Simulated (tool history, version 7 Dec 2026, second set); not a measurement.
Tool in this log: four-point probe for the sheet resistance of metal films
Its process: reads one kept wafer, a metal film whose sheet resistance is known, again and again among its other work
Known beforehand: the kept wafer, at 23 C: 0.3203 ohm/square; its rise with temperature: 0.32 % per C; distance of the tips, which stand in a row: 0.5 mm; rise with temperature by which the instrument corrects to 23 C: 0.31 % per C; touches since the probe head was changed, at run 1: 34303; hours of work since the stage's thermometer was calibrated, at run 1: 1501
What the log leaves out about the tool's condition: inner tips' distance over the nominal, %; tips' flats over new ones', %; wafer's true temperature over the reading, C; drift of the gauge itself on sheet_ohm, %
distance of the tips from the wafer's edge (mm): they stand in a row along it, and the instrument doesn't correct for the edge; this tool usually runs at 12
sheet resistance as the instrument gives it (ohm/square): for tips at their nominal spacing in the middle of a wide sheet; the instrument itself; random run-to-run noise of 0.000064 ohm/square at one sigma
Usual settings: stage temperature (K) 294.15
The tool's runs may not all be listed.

run,hour,stage temperature (K),distance of the tips from the wafer's edge (mm),touches since the probe head was changed,hours of work since the stage's thermometer was calibrated,sheet resistance as the instrument gives it (ohm/square)
1,0.0,294.15,12,34303,1501,0.319282
2,45.8,294.15,12,35300,1537,0.319196
3,81.9,294.15,12,36084,1566,0.319180
4,101.9,294.15,12,36520,1582,0.319187
5,129.5,294.15,12,37120,1604,0.319162
6,157.2,294.15,12,37723,1626,0.319119
7,183.5,294.15,12,38295,1647,0.319114
8,210.3,294.15,12,38878,1668,0.319106
9,251.0,294.15,12,39764,1700,0.319117
10,290.1,294.15,12,40613,1731,0.318992
11,329.0,294.15,12,41461,1762,0.319028
12,357.5,294.15,12,42079,1785,0.318927
13,382.1,294.15,12,42616,1804,0.318868
14,418.9,294.15,12,43415,1834,0.318884
15,445.2,304.15,12,43988,1854,0.319382
16,479.8,304.15,12,44741,1882,0.319484
17,508.7,294.15,12,45369,1905,0.318756
18,542.7,295.15,12,46108,1932,0.318828
19,585.4,295.15,12,47037,1966,0.318655
20,613.8,295.15,12,47656,1988,0.318768
21,651.4,295.15,12,48473,2018,0.318818
# hour 692.7: stage's thermometer calibrated
22,698.7,295.15,7,49492,5,0.320023
23,737.2,295.15,7,50329,35,0.319917

Predict the results of run 24:
24,782.3,298.15,52,51310,71,?

{"run 24": {"sheet resistance as the instrument gives it (ohm/square)": 0.31921}}
On a tool with no hidden condition, and with the same random variation, this run would have come out at sheet resistance as the instrument gives it (ohm/square) 0.320439.
